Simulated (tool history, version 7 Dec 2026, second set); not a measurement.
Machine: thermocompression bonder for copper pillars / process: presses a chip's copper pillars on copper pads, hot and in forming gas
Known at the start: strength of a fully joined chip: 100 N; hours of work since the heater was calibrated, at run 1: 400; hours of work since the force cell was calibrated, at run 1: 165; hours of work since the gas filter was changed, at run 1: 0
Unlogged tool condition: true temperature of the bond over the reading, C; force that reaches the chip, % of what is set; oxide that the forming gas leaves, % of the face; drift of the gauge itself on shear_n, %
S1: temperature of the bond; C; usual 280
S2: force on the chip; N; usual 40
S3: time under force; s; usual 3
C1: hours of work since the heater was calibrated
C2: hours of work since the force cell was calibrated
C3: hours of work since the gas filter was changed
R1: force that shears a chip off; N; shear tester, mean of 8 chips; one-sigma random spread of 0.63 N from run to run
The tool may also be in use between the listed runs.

Run 1, hour 0.0: usual settings; C1 400; C2 165; C3 0. Result: R1 40.8 N.
Run 2, hour 16.0: usual settings; C1 412; C2 178; C3 13. Result: R1 41.1 N.
Run 3, hour 36.5: usual settings; C1 429; C2 194; C3 29. Result: R1 41.0 N.
Run 4, hour 66.0: usual settings but S1 260 C; C1 452; C2 217; C3 53. Result: R1 30.9 N.
Run 5, hour 95.0: usual settings but S1 260 C; C1 475; C2 241; C3 76. Result: R1 31.6 N.
Run 6, hour 117.3: usual settings but S3 6 s; C1 493; C2 258; C3 94. Result: R1 53.0 N.
Run 7, hour 141.5: usual settings but S3 6 s; C1 512; C2 278; C3 113. Result: R1 52.9 N.
Run 8, hour 160.4: usual settings but S3 6 s; C1 528; C2 293; C3 128. Result: R1 51.8 N.
Run 9, hour 187.0: usual settings but S2 32 N; C1 549; C2 314; C3 149. Result: R1 31.4 N.
Run 10, hour 212.3: usual settings but S1 257 C; C1 569; C2 334; C3 169. Result: R1 29.6 N.
Run 11, hour 236.7: usual settings; C1 588; C2 354; C3 189. Result: R1 40.6 N.
Run 12, hour 252.7: usual settings but S1 306 C; C1 601; C2 366; C3 202. Result: R1 54.4 N.
At hour 263.1: forming gas filter changed.
Run 13, hour 283.1: usual settings but S1 289 C; C1 625; C2 390; C3 16. Result: R1 48.2 N.
Run 14, hour 304.0: usual settings but S1 289 C; C1 642; C2 407; C3 33. Result: R1 47.5 N.
Run 15, hour 330.0: usual settings but S1 289 C, S3 2 s; C1 662; C2 428; C3 53. Result: R1 40.8 N.
Run 16, hour 355.3: usual settings but S1 289 C, S2 25 N, S3 2 s; C1 683; C2 448; C3 74. Result: R1 24.9 N.
Run 17, hour 384.4: usual settings but S1 287 C; C1 706; C2 471; C3 97. Result: R1 46.7 N.
Run 18, hour 406.6: usual settings but S1 287 C; C1 723; C2 489; C3 114. Result: R1 45.0 N.
Run 19, hour 430.5: usual settings but S1 287 C; C1 743; C2 508; C3 134. Result: R1 47.0 N.
Run 20, hour 452.7: usual settings but S1 287 C; C1 760; C2 525; C3 151. Result: R1 45.5 N.
Run 21, hour 482.0: usual settings but S1 305 C, S2 46 N; C1 784; C2 549; C3 175. Result: R1 62.2 N.
At hour 486.0: heater calibrated with a thermocouple chip.
Run 22, hour 507.3: usual settings but S2 49 N, S3 2 s; C1 17; C2 567; C3 193. Result: R1 40.2 N.
Run 23, hour 523.3: usual settings but S3 8 s; C1 30; C2 580; C3 206. Result: R1 54.1 N.
At hour 528.6: forming gas filter changed.
Run 24, hour 542.7: usual settings but S3 8 s; C1 45; C2 595; C3 11. Result: R1 58.4 N.
Run 25, hour 558.6: usual settings but S1 259 C, S2 44 N, S3 8 s; C1 58; C2 608; C3 24. Result: R1 47.8 N.
Run 26, hour 585.7: usual settings but S1 259 C, S2 44 N, S3 8 s; C1 79; C2 630; C3 46. Result: R1 48.0 N.
Run 27, hour 602.4: usual settings but S1 259 C, S2 44 N, S3 8 s; C1 92; C2 643; C3 59. Result: R1 47.8 N.

Run 28 is up next; what results do you expect?
Run 28, hour 625.5: usual settings but S1 288 C, S2 25 N, S3 2 s; C1 111; C2 661; C3 77. Result: R1 ?.

{"run 28": {"R1": 22.0}}
On a tool with no hidden condition, and with the same random variation, this run would have come out at R1 20.7 N.

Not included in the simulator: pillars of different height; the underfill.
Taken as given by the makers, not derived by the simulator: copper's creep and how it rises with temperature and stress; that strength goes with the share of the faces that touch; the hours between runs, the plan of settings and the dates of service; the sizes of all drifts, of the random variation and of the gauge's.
